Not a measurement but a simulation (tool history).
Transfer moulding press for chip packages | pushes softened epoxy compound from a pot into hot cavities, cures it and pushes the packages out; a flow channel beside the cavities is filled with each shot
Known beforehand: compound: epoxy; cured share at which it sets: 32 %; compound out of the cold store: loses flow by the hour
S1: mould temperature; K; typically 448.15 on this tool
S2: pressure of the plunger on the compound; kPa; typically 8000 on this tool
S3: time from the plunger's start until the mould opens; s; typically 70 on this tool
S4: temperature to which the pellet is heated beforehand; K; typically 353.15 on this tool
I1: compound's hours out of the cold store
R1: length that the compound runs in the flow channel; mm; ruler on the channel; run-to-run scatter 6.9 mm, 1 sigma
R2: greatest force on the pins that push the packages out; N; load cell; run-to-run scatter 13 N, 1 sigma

| run | hour | S1 | S2 | S3 | S4 | I1 | R1 | R2 |
|---|---|---|---|---|---|---|---|---|
| 1 | 0 | 448.15 | 8000 | 70 | 353.15 | 40.1 | 771 | 810 |
| 2 | 7.3 | 448.15 | 8000 | 70 | 353.15 | 40.5 | 767 | 898 |
|  | 10.1 | cavities cleaned with cleaning compound and waxed |
|  | 22.3 | plunger's sealing rings changed |
| 3 | 23.6 | 448.15 | 8000 | 70 | 353.15 | 43.2 | 795 | 725 |
| 4 | 31.9 | 448.15 | 8000 | 75 | 353.15 | 8.9 | 978 | 741 |
| 5 | 40.2 | 448.15 | 8000 | 70 | 353.15 | 28.5 | 874 | 816 |
| 6 | 48.3 | 448.15 | 8000 | 70 | 353.15 | 26.7 | 884 | 869 |
|  | 59.4 | cavities cleaned with cleaning compound and waxed |
| 7 | 60.6 | 448.15 | 8000 | 70 | 353.15 | 21.2 | 903 | 658 |
| 8 | 68.2 | 448.15 | 8000 | 70 | 353.15 | 42.7 | 790 | 669 |
| 9 | 77.2 | 448.15 | 8000 | 70 | 353.15 | 46 | 782 | 703 |
| 10 | 88.3 | 448.15 | 8000 | 52 | 353.15 | 17.2 | 930 | 1898 |
| 11 | 97.2 | 448.15 | 9210 | 110 | 353.15 | 10.5 | 1031 | 519 |
| 12 | 103.6 | 448.15 | 7410 | 97 | 357.15 | 26.8 | 828 | 583 |
|  | 106.2 | cavities cleaned with cleaning compound and waxed |
| 13 | 113.1 | 448.15 | 7410 | 89 | 357.15 | 21.8 | 866 | 458 |
| 14 | 125.7 | 452.15 | 6330 | 63 | 356.15 | 27.5 | 754 | 773 |
| 15 | 135.5 | 454.15 | 8000 | 70 | 345.15 | 11.8 | 944 | 661 |
| 16 | 141 | 454.15 | 8000 | 53 | 346.15 | 29.1 | 847 | 1397 |
| 17 | 149 | 454.15 | 8000 | 53 | 346.15 | 19.6 | 895 | 1480 |

Selected run-to-run steps in R1, each split into two signed amounts: the part the tool would show with no hidden state at all (from settings, incoming material and random variation), and the remainder, which goes to the hidden state together with any gauge scatter not common to the measured and the hidden-state-free results:
Unlogged tool condition in this case: true mould temperature over the reading, C; pressure that reaches the compound, % of what is set; grip of the stained cavities, % over clean ones'; drift of the gauge itself on flow_mm, %; drift of the gauge itself on push_out_n, %.
Run 2 -> 3: cavities cleaned with cleaning compound and waxed, plunger's sealing rings changed. R1 +28 mm: hidden state +47, all else -19.
Run 11 -> 12: S2 9210 -> 7410, S3 110 -> 97, S4 353.15 -> 357.15. R1 -203 mm: hidden state +1, all else -204.
